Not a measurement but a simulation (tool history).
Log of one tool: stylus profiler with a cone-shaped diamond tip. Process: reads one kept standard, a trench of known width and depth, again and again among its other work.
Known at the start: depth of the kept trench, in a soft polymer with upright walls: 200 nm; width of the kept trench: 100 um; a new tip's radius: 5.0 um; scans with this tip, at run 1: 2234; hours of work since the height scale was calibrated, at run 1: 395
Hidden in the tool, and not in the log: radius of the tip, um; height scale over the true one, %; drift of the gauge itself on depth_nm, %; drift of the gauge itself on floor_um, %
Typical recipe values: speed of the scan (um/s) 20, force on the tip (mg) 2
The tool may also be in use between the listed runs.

run    hour  speed of the scan (um/s)  force on the tip (mg)  scans with this tip  hours of work since the height scale was calibrated  depth of the trench (nm)  width of the trench's floor (µm)
  1       0                        20                      2                 2234                                                  395                    201.33                             97.14
  2    23.2                         7                      2                 2336                                                  413                    201.25                             97.17
  3    59.3                        20                   1.12                 2495                                                  441                    201.08                             97.13
  4      96                        20                      2                 2655                                                  470                    201.45                             97.14
  5   132.1                        20                      2                 2814                                                  498                    201.38                             97.13
  6   170.9                        20                      2                 2984                                                  528                    201.28                             97.15
  7   205.4                        20                   5.33                 3136                                                  555                     202.5                             97.19
  8   243.3                        20                   5.33                 3302                                                  584                    202.53                              97.2
  9   273.4                        20                   5.33                 3434                                                  608                    202.76                              97.2
 10   314.4                        20                   5.33                 3614                                                  639                    202.79                             97.16
 11   336.9                        20                   2.96                 3713                                                  657                    201.62                             97.14
 12   355.7                        20                   2.96                 3795                                                  671                    201.87                             97.18
 13   377.8                        20                   2.96                 3892                                                  689                    201.71                             97.19
 14   394.5                        20                   2.96                 3965                                                  702                    201.71                             97.12
 15   431.9                        11                      2                 4130                                                  731                    201.32                             97.15
 16   469.4                        11                      2                 4294                                                  760                    201.27                              97.2
 17   505.9                        11                      2                 4454                                                  788                    201.38                             97.19
 18     528                        20                      2                 4551                                                  805                    201.27                             97.12
 19   566.7                        20                      2                 4721                                                  835                    201.36                             97.19
 20   589.4                        28                      2                 4821                                                  853                    201.47                             97.09
 21   627.5                        10                      2                 4988                                                  883                    201.22                             97.13
 22   656.4                        10                      2                 5114                                                  905                     201.4                             97.13
 23   691.5                        10                      2                 5268                                                  932                    201.28                             97.17
 24   715.9                        12                      2                 5376                                                  951                    201.35                             97.15
 25     734                        12                      2                 5455                                                  965                    201.21                             97.16
 26     771                        11                   0.69                 5617                                                  994                    200.63                             97.11
      778.2  -- height scale calibrated on a step standard
 27   802.9                        30                   0.84                 5755                                                   19                    200.72                              97.1
 28   836.2                        20                   3.51                 5901                                                   45                    201.84                             97.16
 29   859.9                        30                   1.27                 6005                                                   63                    200.93                             97.09
 30   893.2                        30                   1.27                 6151                                                   89                    200.99                              97.1
 31   916.7                        30                   1.25                 6254                                                  108                    200.91                             97.09
 32   945.9                        30                   4.15                 6383                                                  130                    202.09                             97.13
 33   965.7                         6                   4.52                 6469                                                  146                    202.52                             97.17
 34   984.2                        57                   5.16                 6550                                                  160                    202.54                             97.09
 35  1005.2                        57                   5.16                 6643                                                  176                    202.59                             97.15
 36  1023.3                        57                   5.16                 6722                                                  190                    202.57                              97.1
 37    1044                        31                   2.54                 6813                                                  206                    201.49                             97.19
 38  1061.5                         8                   0.77                 6890                                                  220                    200.87                             97.15
 39  1096.5                         7                   5.44                 7043                                                  247                     202.7                             97.18
 40  1136.5                         7                   5.44                 7219                                                  278                    202.61                             97.16

Below are 5 alternative next runs, each starting from the tool's condition after run 40. Predict each:
  A  1155.8                         8                   0.67                 7303                                                  293                         ?                                 ?
  B  1155.8                        62                    1.7                 7303                                                  293                         ?                                 ?
  C  1155.8                         6                      2                 7303                                                  293                         ?                                 ?
  D  1155.8                        20                   2.66                 7303                                                  293                         ?                                 ?
  E  1155.8                        26                   5.45                 7303                                                  293                         ?                                 ?

run  depth of the trench (nm)  width of the trench's floor (µm)
  A                    200.61                             97.17
  B                    201.09                             97.05
  C                    201.48                             97.18
  D                    201.37                             97.21
  E                    202.55                             97.19
Stripped of hidden state, with their random variation kept, the same runs would have yielded:
run  depth of the trench (nm)  width of the trench's floor (µm)
  A                    200.62                             97.18
  B                    201.09                             97.06
  C                    201.49                             97.19
  D                    201.38                             97.22
  E                    202.56                              97.2

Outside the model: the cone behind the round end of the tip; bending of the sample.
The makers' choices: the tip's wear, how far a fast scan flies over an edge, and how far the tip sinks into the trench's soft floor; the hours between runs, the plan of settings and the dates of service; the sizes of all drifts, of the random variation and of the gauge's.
